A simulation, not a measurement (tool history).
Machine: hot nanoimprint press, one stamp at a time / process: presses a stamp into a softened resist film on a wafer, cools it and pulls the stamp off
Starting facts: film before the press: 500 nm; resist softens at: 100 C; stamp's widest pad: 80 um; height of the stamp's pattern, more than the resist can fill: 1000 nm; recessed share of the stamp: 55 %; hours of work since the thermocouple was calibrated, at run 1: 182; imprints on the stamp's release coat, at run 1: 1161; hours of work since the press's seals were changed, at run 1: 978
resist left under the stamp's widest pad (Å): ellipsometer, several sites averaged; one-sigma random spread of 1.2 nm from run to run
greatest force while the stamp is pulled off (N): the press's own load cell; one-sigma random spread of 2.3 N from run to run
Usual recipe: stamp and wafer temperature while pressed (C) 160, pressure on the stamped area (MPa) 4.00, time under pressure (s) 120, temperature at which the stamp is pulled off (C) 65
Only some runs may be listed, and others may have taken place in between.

run,day,stamp and wafer temperature while pressed (C),pressure on the stamped area (MPa),time under pressure (s),temperature at which the stamp is pulled off (C),hours of work since the thermocouple was calibrated,imprints on the stamp's release coat,hours of work since the press's seals were changed,resist left under the stamp's widest pad (Å),greatest force while the stamp is pulled off (N)
1,0.000,160,4.00,120,65,182,1161,978,2645,104
2,1.879,160,4.00,120,65,209,1361,1004,2633,101
3,3.438,160,4.00,120,65,231,1527,1026,2638,103
4,4.788,160,4.00,86,65,250,1671,1045,2938,103
# day 6.100: stamp cleaned and given a new release coat
5,6.471,160,4.00,86,65,270,39,1065,2963,100
6,7.596,160,2.46,86,65,286,159,1081,3531,106
7,9.679,160,2.46,86,65,315,381,1111,3536,106
8,10.892,160,2.46,86,65,332,510,1128,3523,104
# day 12.175: plate thermocouple calibrated
9,12.925,170,4.00,120,65,11,714,1154,1794,103
10,13.958,170,4.00,120,65,25,824,1169,1787,104
11,14.896,170,4.00,120,65,38,924,1182,1773,102
12,16.212,170,4.00,120,65,57,1064,1201,1779,104
13,17.629,160,4.00,120,65,77,1215,1220,2649,103
14,19.738,160,4.00,120,52,106,1440,1250,2649,115
15,20.938,160,4.00,120,52,123,1568,1267,2647,111
16,22.379,160,4.00,120,52,143,1722,1287,2650,116

Run 17 is up next; what results do you expect?
# day 23.258: stamp cleaned and given a new release coat
17,24.121,160,3.10,67,67,164,92,1308,?,?

Run 17 gave resist left under the stamp's widest pad (Å) 3455, greatest force while the stamp is pulled off (N) 96.
The same run, on a tool lacking any hidden state, would have yielded resist left under the stamp's widest pad (Å) 3455, greatest force while the stamp is pulled off (N) 96.
